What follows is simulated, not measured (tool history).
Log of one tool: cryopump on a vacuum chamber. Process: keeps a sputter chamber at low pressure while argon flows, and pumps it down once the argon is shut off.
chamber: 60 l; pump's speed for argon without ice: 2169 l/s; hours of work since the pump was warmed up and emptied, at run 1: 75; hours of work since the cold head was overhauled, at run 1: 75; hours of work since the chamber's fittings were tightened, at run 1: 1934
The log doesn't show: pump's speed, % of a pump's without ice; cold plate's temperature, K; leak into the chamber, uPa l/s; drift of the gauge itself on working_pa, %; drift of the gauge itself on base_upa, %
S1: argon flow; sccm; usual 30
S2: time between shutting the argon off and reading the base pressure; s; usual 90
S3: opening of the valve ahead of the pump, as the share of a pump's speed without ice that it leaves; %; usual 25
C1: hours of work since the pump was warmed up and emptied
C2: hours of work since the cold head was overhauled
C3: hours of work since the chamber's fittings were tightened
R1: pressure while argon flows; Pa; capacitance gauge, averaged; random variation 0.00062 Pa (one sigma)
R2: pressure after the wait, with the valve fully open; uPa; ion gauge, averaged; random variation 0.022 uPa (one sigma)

run   hour  S1  S2  S3   C1   C2    C3      R1    R2
  1    0.0  30  90  25   75   75  1934  0.0952  1.16
  2    7.1  30  90  25   78   78  1937  0.0934  1.19
  3   17.2  30  90  25   82   82  1941  0.0943  1.18
  4   27.7  30  90  25   86   86  1946  0.0935  1.15
  5   41.7  30  90  25   92   92  1951  0.0943  1.14
  6   48.2  30  90  25   95   95  1954  0.0948  1.17
  7   55.4  30  90  16   98   98  1957  0.1469  1.14
  8   68.1  30  90  16  103  103  1962  0.1474  1.14
  9   80.0  30  90  16  108  108  1967  0.1491  1.18
 10   92.9  30  90  25  113  113  1972  0.0952  1.16
     104.1  -- leaking fittings of the chamber tightened, without venting
 11  109.8  30  90  25  119  119     2  0.0945  0.55
 12  116.6  37  90  25  122  122     5  0.1175  0.57
 13  127.2  55  31  21  126  126     9  0.2071  1.39
 14  141.5  55  31  37  132  132    15  0.1173  1.43
 15  148.1  30  95  22  134  134    18  0.1076  0.55
 16  160.9  16  21  25  139  139    23  0.0508  2.03
 17  176.0  16  21  25  146  146    29  0.0505  1.97
 18  185.8  18  61  16  150  150    33  0.0886  0.79
 19  193.2  18  61  16  153  153    36  0.0888  0.82
 20  203.2  16  41  15  157  157    40  0.0832  1.13
 21  210.1  16  41  15  159  159    43  0.0843  1.13
 22  218.2  18  90  25  163  163    46  0.0565  0.64
 23  226.6  18  90  25  166  166    50  0.0576  0.61
 24  238.5  18  90  25  171  171    54  0.0562  0.59

Forecast each of these 3 alternatives for the next run:
  A  252.6  29  265  25  177  177  60   ?   ?
  B  252.6  27   31  22  177  177  60   ?   ?
  C  252.6  12   90  25  177  177  60   ?   ?

run      R1    R2
  A  0.0918  0.36
  B  0.0965  1.49
  C  0.0379  0.57
Without the tool's hidden state the same runs would have given:
run      R1    R2
  A  0.0903  0.33
  B  0.0951  1.46
  C  0.0373  0.54
